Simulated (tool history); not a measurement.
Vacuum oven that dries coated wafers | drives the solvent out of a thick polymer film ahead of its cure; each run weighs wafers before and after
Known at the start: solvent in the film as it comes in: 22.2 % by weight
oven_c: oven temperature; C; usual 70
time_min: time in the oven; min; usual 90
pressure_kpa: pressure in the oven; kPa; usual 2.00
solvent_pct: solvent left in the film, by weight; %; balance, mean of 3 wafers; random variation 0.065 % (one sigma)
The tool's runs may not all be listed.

run 1 hour=0.0 | oven_c=70 time_min=90 pressure_kpa=2.00 | solvent_pct=3.89
run 2 hour=13.6 | oven_c=70 time_min=90 pressure_kpa=2.20 | solvent_pct=4.29
run 3 hour=27.1 | oven_c=70 time_min=90 pressure_kpa=2.00 | solvent_pct=4.00
run 4 hour=45.4 | oven_c=70 time_min=90 pressure_kpa=2.00 | solvent_pct=3.89
run 5 hour=62.6 | oven_c=70 time_min=90 pressure_kpa=2.00 | solvent_pct=4.04
run 6 hour=77.0 | oven_c=70 time_min=90 pressure_kpa=7.18 | solvent_pct=11.49
run 7 hour=94.2 | oven_c=70 time_min=90 pressure_kpa=7.18 | solvent_pct=11.50
run 8 hour=107.4 | oven_c=70 time_min=101 pressure_kpa=7.18 | solvent_pct=11.06
run 9 hour=119.0 | oven_c=70 time_min=101 pressure_kpa=7.18 | solvent_pct=11.30
run 10 hour=136.8 | oven_c=70 time_min=126 pressure_kpa=2.00 | solvent_pct=3.41
run 11 hour=154.2 | oven_c=70 time_min=126 pressure_kpa=2.00 | solvent_pct=3.49
-- hour=156.8 vacuum gauge cleaned of residue and calibrated
run 12 hour=172.4 | oven_c=70 time_min=126 pressure_kpa=2.00 | solvent_pct=3.63
run 13 hour=190.1 | oven_c=70 time_min=126 pressure_kpa=2.00 | solvent_pct=3.59
run 14 hour=206.7 | oven_c=62 time_min=90 pressure_kpa=2.00 | solvent_pct=7.12
run 15 hour=217.4 | oven_c=70 time_min=103 pressure_kpa=2.00 | solvent_pct=3.87
-- hour=222.8 vacuum gauge cleaned of residue and calibrated, once more
run 16 hour=237.6 | oven_c=70 time_min=103 pressure_kpa=2.00 | solvent_pct=3.63
run 17 hour=247.3 | oven_c=70 time_min=78 pressure_kpa=2.00 | solvent_pct=4.07
run 18 hour=257.0 | oven_c=70 time_min=78 pressure_kpa=2.00 | solvent_pct=4.15
run 19 hour=275.8 | oven_c=70 time_min=78 pressure_kpa=2.00 | solvent_pct=4.14
run 20 hour=284.2 | oven_c=70 time_min=55 pressure_kpa=2.00 | solvent_pct=5.51
run 21 hour=296.9 | oven_c=70 time_min=90 pressure_kpa=2.00 | solvent_pct=3.76
run 22 hour=308.4 | oven_c=70 time_min=90 pressure_kpa=4.80 | solvent_pct=7.81
run 23 hour=319.4 | oven_c=81 time_min=50 pressure_kpa=2.00 | solvent_pct=2.39
run 24 hour=338.0 | oven_c=81 time_min=50 pressure_kpa=2.00 | solvent_pct=2.46
run 25 hour=347.2 | oven_c=84 time_min=99 pressure_kpa=2.00 | solvent_pct=1.70
run 26 hour=363.2 | oven_c=84 time_min=99 pressure_kpa=2.00 | solvent_pct=1.69
run 27 hour=377.8 | oven_c=59 time_min=52 pressure_kpa=1.93 | solvent_pct=10.94
run 28 hour=390.9 | oven_c=59 time_min=52 pressure_kpa=1.93 | solvent_pct=11.04
run 29 hour=398.9 | oven_c=56 time_min=91 pressure_kpa=1.10 | solvent_pct=8.08
run 30 hour=411.1 | oven_c=70 time_min=90 pressure_kpa=5.02 | solvent_pct=8.20
run 31 hour=420.6 | oven_c=64 time_min=45 pressure_kpa=1.08 | solvent_pct=7.81
run 32 hour=438.4 | oven_c=67 time_min=67 pressure_kpa=7.82 | solvent_pct=14.34
run 33 hour=450.2 | oven_c=70 time_min=138 pressure_kpa=2.76 | solvent_pct=4.35
run 34 hour=459.1 | oven_c=70 time_min=110 pressure_kpa=7.43 | solvent_pct=11.45
-- hour=472.7 oven's thermocouples calibrated
run 35 hour=473.1 | oven_c=70 time_min=110 pressure_kpa=7.43 | solvent_pct=12.31
run 36 hour=487.1 | oven_c=70 time_min=110 pressure_kpa=7.43 | solvent_pct=12.30
run 37 hour=499.6 | oven_c=70 time_min=110 pressure_kpa=7.43 | solvent_pct=12.20
run 38 hour=513.4 | oven_c=84 time_min=112 pressure_kpa=2.43 | solvent_pct=2.21
run 39 hour=528.8 | oven_c=84 time_min=112 pressure_kpa=2.43 | solvent_pct=2.21
run 40 hour=538.2 | oven_c=70 time_min=76 pressure_kpa=2.00 | solvent_pct=4.72
run 41 hour=548.0 | oven_c=70 time_min=55 pressure_kpa=1.36 | solvent_pct=5.26

Hidden state or all else? Some run-to-run changes of solvent_pct, split into what the settings, what came in and random variation would give without the hidden state, and what is left for the hidden state (with any gauge scatter that isn't in both results):
The hidden state here: true wafer temperature over the reading, C; true pressure over the reading, kPa; drift of the gauge itself on solvent_pct, %.
Run 26 -> 27: oven_c 84 -> 59, time_min 99 -> 52, pressure_kpa 2.00 -> 1.93. solvent_pct +9.25 %: hidden state -0.58, all else +9.83.
Run 32 -> 33: oven_c 67 -> 70, time_min 67 -> 138, pressure_kpa 7.82 -> 2.76. solvent_pct -9.99 %: hidden state +0.63, all else -10.62.
Run 34 -> 35: oven's thermocouples calibrated. solvent_pct +0.86 %: hidden state +0.83, all else +0.03.
Run 37 -> 38: oven_c 70 -> 84, time_min 110 -> 112, pressure_kpa 7.43 -> 2.43. solvent_pct -9.99 %: hidden state -0.05, all else -9.94.

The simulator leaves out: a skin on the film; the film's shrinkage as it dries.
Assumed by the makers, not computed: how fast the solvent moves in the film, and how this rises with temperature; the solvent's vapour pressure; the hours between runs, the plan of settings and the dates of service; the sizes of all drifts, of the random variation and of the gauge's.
